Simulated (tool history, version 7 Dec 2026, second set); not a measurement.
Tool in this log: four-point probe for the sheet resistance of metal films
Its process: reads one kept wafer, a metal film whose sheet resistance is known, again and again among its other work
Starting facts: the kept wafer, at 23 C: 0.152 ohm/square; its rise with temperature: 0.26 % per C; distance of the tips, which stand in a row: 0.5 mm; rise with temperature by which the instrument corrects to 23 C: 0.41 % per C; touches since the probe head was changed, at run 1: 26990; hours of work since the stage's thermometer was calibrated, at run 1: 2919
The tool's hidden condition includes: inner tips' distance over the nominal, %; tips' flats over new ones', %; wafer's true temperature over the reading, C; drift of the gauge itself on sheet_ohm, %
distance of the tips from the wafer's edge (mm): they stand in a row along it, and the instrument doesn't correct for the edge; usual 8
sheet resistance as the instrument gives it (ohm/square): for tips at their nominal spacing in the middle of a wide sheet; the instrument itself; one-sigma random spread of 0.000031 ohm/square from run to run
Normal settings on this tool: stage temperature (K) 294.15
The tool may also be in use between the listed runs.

run,day,stage temperature (K),distance of the tips from the wafer's edge (mm),touches since the probe head was changed,hours of work since the stage's thermometer was calibrated,sheet resistance as the instrument gives it (ohm/square)
1,0.000,294.15,8,26990,2919,0.152815
# day 2.825: stage's thermometer calibrated
2,4.150,294.15,8,29424,18,0.152776
3,9.158,294.15,8,32375,86,0.152813
4,14.162,294.15,8,35326,154,0.152783
5,20.108,294.15,8,38829,235,0.152755
6,23.358,294.15,8,40744,279,0.152811
7,27.533,299.15,8,43204,336,0.151564
8,30.346,299.15,8,44863,374,0.151684
9,33.996,299.15,8,47015,424,0.151588
10,39.671,294.15,8,50359,501,0.152775
11,44.896,294.15,51,53439,572,0.152451
12,48.321,294.15,11,55458,619,0.152599
13,51.833,304.15,9,57527,667,0.150408
14,56.004,304.15,9,59984,723,0.150491
15,60.367,304.15,9,62557,783,0.150366
16,65.646,304.15,9,65668,855,0.150457
17,68.929,305.15,17,67602,899,0.150023
18,73.971,305.15,17,70574,968,0.150092
19,77.754,302.15,18,72804,1019,0.150693
20,80.975,302.15,18,74703,1063,0.150726
21,85.888,301.15,8,77597,1130,0.151132
22,88.946,301.15,8,79400,1171,0.151216
23,91.821,301.15,8,81095,1211,0.151160
24,94.983,304.15,55,82958,1254,0.150169

Forecast each of these 4 alternatives for the next run:
A,98.446,300.15,42,85000,1301,?
B,98.446,292.15,5,85000,1301,?
C,98.446,294.15,66,85000,1301,?
D,98.446,292.15,47,85000,1301,?

run,sheet resistance as the instrument gives it (ohm/square)
A,0.151128
B,0.153704
C,0.152373
D,0.152960
Without the tool's unlogged condition, the same runs would have read:
run,sheet resistance as the instrument gives it (ohm/square)
A,0.151143
B,0.153719
C,0.152388
D,0.152975
